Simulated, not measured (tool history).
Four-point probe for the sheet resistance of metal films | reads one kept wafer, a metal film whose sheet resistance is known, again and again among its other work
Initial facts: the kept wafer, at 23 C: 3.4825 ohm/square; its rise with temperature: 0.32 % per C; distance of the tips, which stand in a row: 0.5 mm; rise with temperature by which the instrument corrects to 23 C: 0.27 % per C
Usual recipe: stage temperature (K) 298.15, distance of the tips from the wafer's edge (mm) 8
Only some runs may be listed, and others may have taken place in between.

run	hour	stage temperature (K)	distance of the tips from the wafer's edge (mm)	sheet resistance as the instrument gives it (ohm/square)
1	0.0	298.15	8	3.492267
2	65.6	298.15	5	3.504481
3	123.6	298.15	8	3.493906
4	155.5	298.15	8	3.492680
5	196.2	298.15	8	3.492745
6	242.0	298.15	8	3.492734
7	293.0	298.15	8	3.492155
8	321.8	298.15	8	3.493235
9	351.0	298.15	4	3.514486
10	413.1	298.15	4	3.515042
11	459.6	298.15	4	3.514591
12	499.2	292.15	4	3.505482
13	569.2	294.15	5	3.497598
14	606.9	303.15	10	3.498053
15	668.0	303.15	10	3.497020
16	726.6	303.15	32	3.494275
17	796.9	303.15	4	3.522436
18	835.7	303.15	4	3.522599
19	874.8	305.15	5	3.515670
20	927.3	305.15	5	3.516540
21	985.4	292.15	14	3.477949

4 ways to go on from here, each from the tool as it stands after run 21. What would each give?
A	1024.0	300.15	14	?
B	1024.0	296.15	54	?
C	1024.0	302.15	4	?
D	1024.0	306.15	14	?

run	sheet resistance as the instrument gives it (ohm/square)
A	3.491598
B	3.481116
C	3.520585
D	3.498632
Had the tool no hidden state, the same runs would have come out as:
run	sheet resistance as the instrument gives it (ohm/square)
A	3.491700
B	3.481218
C	3.520688
D	3.498734

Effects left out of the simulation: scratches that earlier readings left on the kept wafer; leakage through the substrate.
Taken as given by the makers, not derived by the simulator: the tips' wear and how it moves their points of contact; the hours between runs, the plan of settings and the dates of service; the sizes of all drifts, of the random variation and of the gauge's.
